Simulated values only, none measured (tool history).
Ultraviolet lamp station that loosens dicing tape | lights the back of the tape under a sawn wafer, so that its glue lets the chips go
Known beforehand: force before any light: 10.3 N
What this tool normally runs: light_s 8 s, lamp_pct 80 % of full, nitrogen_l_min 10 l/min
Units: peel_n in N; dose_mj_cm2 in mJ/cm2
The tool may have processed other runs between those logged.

| run | hour | light_s | lamp_pct | nitrogen_l_min | peel_n | dose_mj_cm2 |
|---|---|---|---|---|---|---|
| 1 | 0.0 | 8 | 80 | 10 | 0.432 | 387 |
| 2 | 48.1 | 8 | 80 | 10 | 0.441 | 377 |
| 3 | 85.2 | 8 | 80 | 4 | 0.684 | 369 |
| 4 | 119.1 | 8 | 80 | 4 | 0.685 | 372 |
| 5 | 158.7 | 8 | 80 | 4 | 0.687 | 362 |
| 6 | 202.7 | 8 | 80 | 4 | 0.731 | 359 |
| 7 | 250.9 | 8 | 80 | 10 | 0.495 | 358 |
| 8 | 284.1 | 8 | 80 | 10 | 0.526 | 347 |
| 9 | 309.7 | 8 | 80 | 10 | 0.521 | 346 |
| 10 | 338.0 | 8 | 80 | 10 | 0.529 | 344 |
| 11 | 361.4 | 8 | 80 | 10 | 0.527 | 341 |
| 12 | 403.9 | 8 | 80 | 10 | 0.567 | 339 |
| 13 | 433.0 | 8 | 80 | 10 | 0.576 | 335 |
| 14 | 453.7 | 8 | 80 | 10 | 0.581 | 328 |
| 15 | 487.5 | 8 | 80 | 10 | 0.557 | 324 |
|  | 492.1 | window cleaned of glue's vapour |
| 16 | 513.1 | 8 | 80 | 10 | 0.546 | 344 |
| 17 | 546.4 | 8 | 80 | 10 | 0.550 | 338 |
| 18 | 569.5 | 11 | 80 | 5 | 0.395 | 462 |
| 19 | 589.2 | 11 | 80 | 5 | 0.396 | 465 |
| 20 | 621.1 | 6 | 84 | 4 | 1.402 | 261 |
| 21 | 665.2 | 10 | 80 | 15 | 0.359 | 411 |
| 22 | 705.5 | 10 | 80 | 15 | 0.342 | 406 |
| 23 | 752.1 | 10 | 80 | 7 | 0.464 | 398 |
| 24 | 786.0 | 13 | 78 | 9 | 0.301 | 495 |
| 25 | 812.6 | 13 | 78 | 9 | 0.310 | 489 |
| 26 | 832.5 | 6 | 85 | 4 | 1.443 | 249 |
| 27 | 870.6 | 6 | 85 | 4 | 1.548 | 241 |
| 28 | 914.4 | 7 | 75 | 4 | 1.525 | 248 |
| 29 | 944.8 | 7 | 93 | 4 | 1.069 | 298 |
| 30 | 987.6 | 7 | 67 | 4 | 1.895 | 211 |
| 31 | 1022.5 | 16 | 80 | 10 | 0.265 | 577 |
| 32 | 1062.5 | 13 | 80 | 10 | 0.329 | 462 |
| 33 | 1084.6 | 10 | 72 | 6 | 0.747 | 317 |

Each row is a separate what-if for the run after 33, all from the same tool condition, not one after another. Results?
| A | 1128.6 | 8 | 80 | 13 | ? | ? |
| B | 1128.6 | 14 | 91 | 4 | ? | ? |
| C | 1128.6 | 12 | 80 | 10 | ? | ? |

| run | peel_n | dose_mj_cm2 |
|---|---|---|
| A | 0.771 | 274 |
| B | 0.318 | 548 |
| C | 0.383 | 413 |
Without the tool's hidden state the same runs would have given:
| run | peel_n | dose_mj_cm2 |
|---|---|---|
| A | 0.363 | 406 |
| B | 0.227 | 808 |
| C | 0.249 | 609 |
